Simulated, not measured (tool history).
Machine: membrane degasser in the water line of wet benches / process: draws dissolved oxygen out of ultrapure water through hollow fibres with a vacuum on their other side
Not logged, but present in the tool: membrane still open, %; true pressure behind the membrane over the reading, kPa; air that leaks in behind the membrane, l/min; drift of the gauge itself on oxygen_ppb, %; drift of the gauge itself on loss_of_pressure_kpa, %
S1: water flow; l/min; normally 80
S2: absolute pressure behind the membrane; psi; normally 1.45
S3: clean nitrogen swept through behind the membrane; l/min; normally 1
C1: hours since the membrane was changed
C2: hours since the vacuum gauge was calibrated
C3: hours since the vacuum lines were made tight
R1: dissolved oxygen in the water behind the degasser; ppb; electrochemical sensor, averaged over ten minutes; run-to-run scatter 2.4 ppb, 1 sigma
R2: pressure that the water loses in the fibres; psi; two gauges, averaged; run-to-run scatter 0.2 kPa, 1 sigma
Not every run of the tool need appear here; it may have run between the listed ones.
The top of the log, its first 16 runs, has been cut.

| run | hour | S1 | S2 | S3 | C1 | C2 | C3 | R1 | R2 |
|---|---|---|---|---|---|---|---|---|---|
| 17 | 910.7 | 55 | 1.45 | 1.23 | 1496 | 552 | 3895 | 561.1 | 4.628 |
| 18 | 960.2 | 55 | 2.16 | 1.23 | 1545 | 602 | 3944 | 930.7 | 4.638 |
| 19 | 1019.3 | 63 | 1.89 | 1.24 | 1604 | 661 | 4004 | 869.1 | 5.256 |
| 20 | 1103.1 | 63 | 1.89 | 1.24 | 1688 | 745 | 4087 | 874.4 | 5.269 |
| 21 | 1161.3 | 63 | 1.84 | 1.24 | 1746 | 803 | 4146 | 846.2 | 5.266 |
| 22 | 1197.8 | 80 | 1.45 | 1.08 | 1783 | 840 | 4182 | 808.4 | 6.72 |
| 23 | 1250.5 | 80 | 1.45 | 1.08 | 1835 | 892 | 4235 | 803.3 | 6.704 |
| 24 | 1304.9 | 80 | 1.8 | 1 | 1890 | 947 | 4289 | 1119.1 | 6.725 |
| 25 | 1366.1 | 59 | 1.45 | 0.63 | 1951 | 1008 | 4350 | 928.3 | 4.975 |
| 26 | 1407.8 | 59 | 1.45 | 0.63 | 1993 | 1049 | 4392 | 933.1 | 4.96 |
| 27 | 1482.8 | 80 | 2.02 | 1 | 2068 | 1124 | 4467 | 1278.2 | 6.75 |
| 28 | 1546 | 80 | 2.02 | 2.35 | 2131 | 1188 | 4530 | 702.1 | 6.721 |
| 29 | 1618.8 | 74 | 1.55 | 0.6 | 2204 | 1261 | 4603 | 1192.1 | 6.182 |
| 30 | 1705.4 | 94 | 1.32 | 0.73 | 2290 | 1347 | 4690 | 988.3 | 7.874 |
| 31 | 1784.8 | 92 | 1.32 | 0.67 | 2370 | 1426 | 4769 | 1021.2 | 7.803 |
| 32 | 1869 | 78 | 2.1 | 1.54 | 2454 | 1511 | 4853 | 990.1 | 6.531 |

Each row is a separate what-if for the run after 32, all from the same tool condition, not one after another. Results?
| A | 1907 | 80 | 2.29 | 0.47 | 2492 | 1549 | 4891 | ? | ? |
| B | 1907 | 93 | 2.1 | 1.54 | 2492 | 1549 | 4891 | ? | ? |
| C | 1907 | 78 | 0.94 | 0.64 | 2492 | 1549 | 4891 | ? | ? |
| D | 1907 | 70 | 1.09 | 1 | 2492 | 1549 | 4891 | ? | ? |

| run | R1 | R2 |
|---|---|---|
| A | 2200.5 | 6.736 |
| B | 1122.6 | 7.802 |
| C | 553.9 | 6.557 |
| D | 506.2 | 5.884 |
With no hidden state in the tool, these same runs would have given:
| run | R1 | R2 |
|---|---|---|
| A | 2200.6 | 6.734 |
| B | 1122.4 | 7.8 |
| C | 553.6 | 6.556 |
| D | 505.9 | 5.883 |
